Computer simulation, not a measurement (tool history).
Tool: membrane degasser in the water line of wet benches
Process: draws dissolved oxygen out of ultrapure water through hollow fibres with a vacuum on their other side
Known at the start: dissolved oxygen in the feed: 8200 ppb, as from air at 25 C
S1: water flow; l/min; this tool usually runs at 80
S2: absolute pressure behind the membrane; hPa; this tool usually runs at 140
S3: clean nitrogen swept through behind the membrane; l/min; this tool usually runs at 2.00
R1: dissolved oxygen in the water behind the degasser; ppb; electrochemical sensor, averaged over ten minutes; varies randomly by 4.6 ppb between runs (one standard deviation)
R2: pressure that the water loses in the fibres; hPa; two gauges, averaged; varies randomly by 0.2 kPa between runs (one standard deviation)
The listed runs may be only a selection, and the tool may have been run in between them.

run	hour	S1	S2	S3	R1	R2
1	0.0	80	140	2.00	906.3	445.9
2	272.8	80	140	2.00	911.3	442.2
3	475.7	80	140	2.00	913.3	450.3
4	625.1	70	140	2.00	790.7	389.4
5	758.8	80	140	3.29	656.2	445.6
6	936.7	80	140	1.03	1368.4	447.0
7	1105.1	80	140	1.03	1359.4	445.7
8	1272.8	80	140	1.03	1360.8	444.3
9	1436.5	115	140	1.03	1818.8	638.9
10	1643.0	115	140	1.03	1825.4	642.5
11	1776.6	115	140	1.03	1815.2	640.9
12	2027.6	115	140	1.03	1833.7	640.6
13	2205.1	115	140	1.03	1817.3	643.0
14	2455.1	115	140	1.03	1822.8	637.7
15	2665.6	115	140	0.96	1872.7	640.7
16	2855.5	115	140	0.96	1880.5	638.4
17	3127.8	80	140	1.20	1253.6	448.8
18	3345.9	80	140	1.20	1231.6	446.0
19	3595.4	80	140	1.20	1244.5	445.9
20	3859.2	80	140	1.20	1244.1	447.6
21	4060.4	80	127	0.95	1293.7	444.6
22	4275.9	73	150	5.77	426.0	405.8
23	4446.6	114	94	5.77	613.3	638.9
24	4674.0	74	93	3.78	355.0	409.6
25	4871.8	62	337	3.78	1055.2	345.2
26	5084.5	80	140	1.71	1000.3	445.1
27	5200.0	69	283	2.00	1551.5	383.6
28	5438.1	80	198	2.18	1214.9	448.8
29	5707.4	80	198	2.18	1207.9	448.6
30	5980.6	80	198	2.18	1207.3	448.3
31	6220.1	80	198	2.18	1207.2	448.4
32	6367.2	58	91	1.80	416.2	324.0
33	6598.1	58	259	3.27	857.8	321.7

Between the runs listed above, the log contained 2 entries, not reproduced here. Where in the sequence does each belong, and how does what the log doesn't record of the tool's condition differ from the listed run before to the listed run after?
Between runs 17 and 18: vacuum gauge calibrated (hour 3240.2)
  the hidden state is the same at both runs
Between runs 19 and 20: seals of the vacuum lines changed (hour 3769.6)
  air that leaks in behind the membrane, l/min: 0.0024 -> 0.002
